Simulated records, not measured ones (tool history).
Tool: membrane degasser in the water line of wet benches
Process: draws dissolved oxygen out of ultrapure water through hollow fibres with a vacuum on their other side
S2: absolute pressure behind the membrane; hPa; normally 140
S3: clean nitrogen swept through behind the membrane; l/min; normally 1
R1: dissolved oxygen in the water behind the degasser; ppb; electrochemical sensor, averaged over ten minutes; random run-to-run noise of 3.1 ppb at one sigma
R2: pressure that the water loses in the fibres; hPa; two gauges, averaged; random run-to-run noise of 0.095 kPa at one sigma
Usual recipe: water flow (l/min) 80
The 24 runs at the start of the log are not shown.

Run 25, hour 1702.1: usual settings but S2 183 hPa, S3 0.81 l/min. Result: R1 2056.4 ppb, R2 290.9 hPa.
Run 26, hour 1766.4: usual settings but S2 183 hPa, S3 0.81 l/min. Result: R1 2053.6 ppb, R2 291.7 hPa.
Run 27, hour 1860.9: usual settings but water flow (l/min) 86, S2 225 hPa, S3 0.56 l/min. Result: R1 3041.4 ppb, R2 313.5 hPa.
Run 28, hour 1913.8: usual settings but water flow (l/min) 55, S2 101 hPa, S3 0.58 l/min. Result: R1 1024.9 ppb, R2 201.6 hPa.
Run 29, hour 1978.7: usual settings but water flow (l/min) 100, S3 1.24 l/min. Result: R1 1480.3 ppb, R2 365 hPa.
Run 30, hour 2018.3: usual settings but water flow (l/min) 100, S2 170 hPa, S3 2.58 l/min. Result: R1 1177.9 ppb, R2 365.5 hPa.
Run 31, hour 2093.7: usual settings but water flow (l/min) 90, S2 95 hPa, S3 0.92 l/min. Result: R1 1069.5 ppb, R2 329.8 hPa.
At hour 2144.9: gauge calibrated.
Run 32, hour 2152.9: usual settings but water flow (l/min) 110, S2 277 hPa, S3 1.68 l/min. Result: R1 2424.6 ppb, R2 391 hPa.

Forecast each of these 4 alternatives for the next run:
Run A, hour 2222.7: usual settings but S3 1.98 l/min. Result: R1 ?, R2 ?.
Run B, hour 2222.7: usual settings but water flow (l/min) 61, S2 277 hPa, S3 1.68 l/min. Result: R1 ?, R2 ?.
Run C, hour 2222.7: usual settings but water flow (l/min) 110, S2 204 hPa, S3 1.68 l/min. Result: R1 ?, R2 ?.
Run D, hour 2222.7: usual settings but water flow (l/min) 49, S2 277 hPa, S3 0.78 l/min. Result: R1 ?, R2 ?.

run      R1     R2
  A   952.8    285
  B  1615.5  216.9
  C  1889.1  390.9
  D  2229.6  174.5
The same runs, with their run-to-run variation unchanged, on a tool lacking any hidden condition would have given:
run      R1     R2
  A   952.2  284.6
  B  1615.1  216.6
  C  1888.5  390.3
  D  2229.2  174.2
